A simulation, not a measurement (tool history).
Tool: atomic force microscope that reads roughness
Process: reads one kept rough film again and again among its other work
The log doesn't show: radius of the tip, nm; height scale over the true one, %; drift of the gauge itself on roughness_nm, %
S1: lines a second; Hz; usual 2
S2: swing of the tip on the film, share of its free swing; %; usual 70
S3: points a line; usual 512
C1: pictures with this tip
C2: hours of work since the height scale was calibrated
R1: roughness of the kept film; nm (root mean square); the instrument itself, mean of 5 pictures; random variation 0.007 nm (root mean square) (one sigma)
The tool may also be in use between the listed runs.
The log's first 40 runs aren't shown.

| run | day | S1 | S2 | S3 | C1 | C2 | R1 |
|---|---|---|---|---|---|---|---|
| 41 | 68.012 | 2.82 | 88 | 303 | 65 | 204 | 1.12 |
| 42 | 69.725 | 2.82 | 83 | 609 | 150 | 236 | 1.135 |
| 43 | 71.638 | 2.82 | 83 | 609 | 245 | 273 | 1.084 |
|  | 71.862 | new tip fitted |
| 44 | 73.462 | 2.82 | 83 | 609 | 79 | 307 | 1.19 |
| 45 | 74.712 | 2.16 | 83 | 512 | 141 | 331 | 1.215 |
|  | 77.104 | new tip fitted |
| 46 | 77.138 | 1.7 | 66 | 512 | 2 | 377 | 1.478 |
| 47 | 78.496 | 2.51 | 67 | 862 | 69 | 403 | 1.376 |
| 48 | 79.733 | 2.51 | 67 | 862 | 131 | 427 | 1.333 |
| 49 | 81.767 | 2.51 | 67 | 862 | 231 | 466 | 1.258 |
|  | 82.2 | new tip fitted |
| 50 | 83.7 | 2.51 | 67 | 862 | 74 | 502 | 1.39 |
| 51 | 85.771 | 2.51 | 67 | 862 | 177 | 542 | 1.296 |
|  | 87.371 | new tip fitted |
| 52 | 88.121 | 2.51 | 67 | 862 | 37 | 586 | 1.406 |

Forecast each of these 3 alternatives for the next run:
| A | 90.483 | 1.11 | 86 | 321 | 154 | 632 | ? |
| B | 90.483 | 0.61 | 73 | 561 | 154 | 632 | ? |
| C | 90.483 | 2 | 80 | 512 | 154 | 632 | ? |

| run | R1 |
|---|---|
| A | 1.286 |
| B | 1.409 |
| C | 1.258 |
Without the tool's hidden state the same runs would have given:
| run | R1 |
|---|---|
| A | 1.399 |
| B | 1.532 |
| C | 1.367 |
